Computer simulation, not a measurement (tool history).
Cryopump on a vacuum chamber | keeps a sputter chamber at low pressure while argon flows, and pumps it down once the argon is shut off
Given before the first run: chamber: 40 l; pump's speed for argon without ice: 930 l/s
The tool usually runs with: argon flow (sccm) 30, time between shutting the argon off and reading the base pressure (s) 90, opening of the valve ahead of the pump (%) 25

run	hour	argon flow (sccm)	time between shutting the argon off and reading the base pressure (s)	opening of the valve ahead of the pump (%)	pressure while argon flows (Pa)	pressure after the wait (uPa)
1	0.0	30	90	25	0.2296	4.65
2	69.2	30	90	25	0.2311	5.12
3	149.2	30	90	25	0.2342	5.53
4	231.6	30	90	25	0.2378	5.83
5	303.0	30	90	19	0.3093	1.28
6	369.2	30	90	19	0.3124	1.42
7	448.3	27	284	22	0.2249	0.87
8	496.3	27	284	22	0.2254	0.91
9	554.0	47	145	25	0.3479	1.31
10	612.7	56	21	25	0.4190	3.74
11	657.7	24	90	18	0.2500	1.70

Not shown: 2 entries that the log had between the listed runs. Between which runs, and how does the tool's hidden state differ before and after?
Runs 4 to 5: leaking fittings of the chamber tightened, without venting (hour 246.0)
  pump's speed, % of a pump's without ice: 73.7 -> 70.8; cold plate's temperature, K: 12.46 -> 12.48; leak into the chamber, uPa l/s: 3487 -> 399
  what was measured, less what the result would be without the hidden state, pressure while argon flows (Pa): +0.0202 -> +0.0232; pressure after the wait (uPa): +4.82 -> +0.29
Runs 6 to 7: pump warmed up, emptied and cooled again (hour 407.3)
  pump's speed, % of a pump's without ice: 68.1 -> 97.5; cold plate's temperature, K: 12.5 -> 12.52; leak into the chamber, uPa l/s: 486 -> 582
  what was measured, less what the result would be without the hidden state, pressure while argon flows (Pa): +0.0264 -> +0.0018; pressure after the wait (uPa): +0.45 -> +0.32

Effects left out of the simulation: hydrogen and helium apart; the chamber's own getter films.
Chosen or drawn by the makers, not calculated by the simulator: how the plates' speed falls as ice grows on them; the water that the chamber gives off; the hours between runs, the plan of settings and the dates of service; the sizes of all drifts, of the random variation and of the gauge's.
